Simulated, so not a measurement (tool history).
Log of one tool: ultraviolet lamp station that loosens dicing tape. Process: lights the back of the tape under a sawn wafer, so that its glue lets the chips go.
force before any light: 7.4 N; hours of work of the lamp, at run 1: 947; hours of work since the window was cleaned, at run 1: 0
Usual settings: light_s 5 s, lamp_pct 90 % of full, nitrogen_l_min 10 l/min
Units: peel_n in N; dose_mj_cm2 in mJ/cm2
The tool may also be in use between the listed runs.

run    hour  light_s  lamp_pct  nitrogen_l_min  hours of work of the lamp  hours of work since the window was cleaned  peel_n  dose_mj_cm2
  1     0.0        5        90              10                        947                                           0   0.688          258
  2    20.8        5        90              10                        960                                          14   0.685          255
  3    61.4        5        90              11                        987                                          40   0.683          251
  4    91.2        5        90              11                       1006                                          59   0.708          247
  5   122.3        9        90              11                       1027                                          80   0.288          438
  6   141.4        5        90              12                       1039                                          92   0.627          241
  7   167.3        5        62              12                       1056                                         109   1.275          166
  8   198.5        5        90              10                       1076                                         129   0.738          237
  9   238.7        5        90              10                       1102                                         156   0.806          236
 10   282.9        5        90              10                       1131                                         184   0.818          236
 11   316.9        5        90              14                       1153                                         207   0.666          228
 12   347.1        5        90              14                       1173                                         226   0.651          232
 13   388.5        5        90              14                       1200                                         253   0.674          227
 14   413.8        2        90              10                       1217                                         270   2.907           88
 15   450.5        2        90              10                       1241                                         294   2.992           87
 16   474.3        2        90              10                       1256                                         309   2.955           90
 17   493.2        5        90              10                       1268                                         321   0.895          223
 18   516.6        5        90              10                       1284                                         337   0.919          221
 19   556.1        5        90              10                       1309                                         362   0.938          221
 20   579.8        5        68              10                       1325                                         378   1.496          166
 21   617.3        5        68              10                       1349                                         402   1.434          161
 22   637.9        5        68              10                       1363                                         416   1.516          160
 23   662.9        5        82               6                       1379                                         432   1.528          191
 24   705.1        3        90              10                       1406                                         460   1.972          124
 25   740.5        3        90               4                       1430                                         483   3.083          124
 26   769.1        3        82              11                       1448                                         501   2.260          111
      778.2  -- window cleaned of glue's vapour
 27   798.2        3        82              11                       1467                                          13   2.563          101
 28   840.9        7        69               7                       1495                                          41   1.369          198
 29   866.7        9        89              10                       1511                                          58   0.462          325
 30   893.6        8        63               8                       1529                                          75   1.177          202
 31   920.1        8        63               8                       1546                                          92   1.197          202
      927.6  -- window cleaned of glue's vapour, once more
 32   956.8        9        63               8                       1570                                          19   0.648          291
 33   975.3        5        90               6                       1582                                          31   1.195          229
      993.0  -- lamp changed
 34  1005.4        5        90               6                          8                                          50   0.828          281
 35  1049.4        5        65              10                         37                                          79   1.031          203
 36  1072.5        5        65              10                         52                                          94   1.054          202
 37  1098.7        8        86              16                         69                                         111   0.270          421
 38  1117.8        5        82              10                         81                                         123   0.709          249
 39  1160.2        6        87               5                        109                                         151   0.791          316
 40  1193.2        6        96               5                        130                                         172   0.642          346
 41  1233.6        9        90              10                        157                                         199   0.285          479
 42  1278.0        9        90              10                        186                                         228   0.308          480
 43  1297.4        9        90              10                        198                                         240   0.295          471
 44  1318.9        3        79               3                        212                                         254   3.130          140

3 ways to go on from here, each from the tool as it stands after run 44. What would each give?
  A  1348.9        9        90              10                        232                                         274       ?            ?
  B  1348.9        9        75               4                        232                                         274       ?            ?
  C  1348.9        7        79               3                        232                                         274       ?            ?

run  peel_n  dose_mj_cm2
  A   0.290          466
  B   0.633          391
  C   1.099          318
Without the tool's hidden state the same runs would have given:
run  peel_n  dose_mj_cm2
  A   0.269          523
  B   0.515          439
  C   0.905          357

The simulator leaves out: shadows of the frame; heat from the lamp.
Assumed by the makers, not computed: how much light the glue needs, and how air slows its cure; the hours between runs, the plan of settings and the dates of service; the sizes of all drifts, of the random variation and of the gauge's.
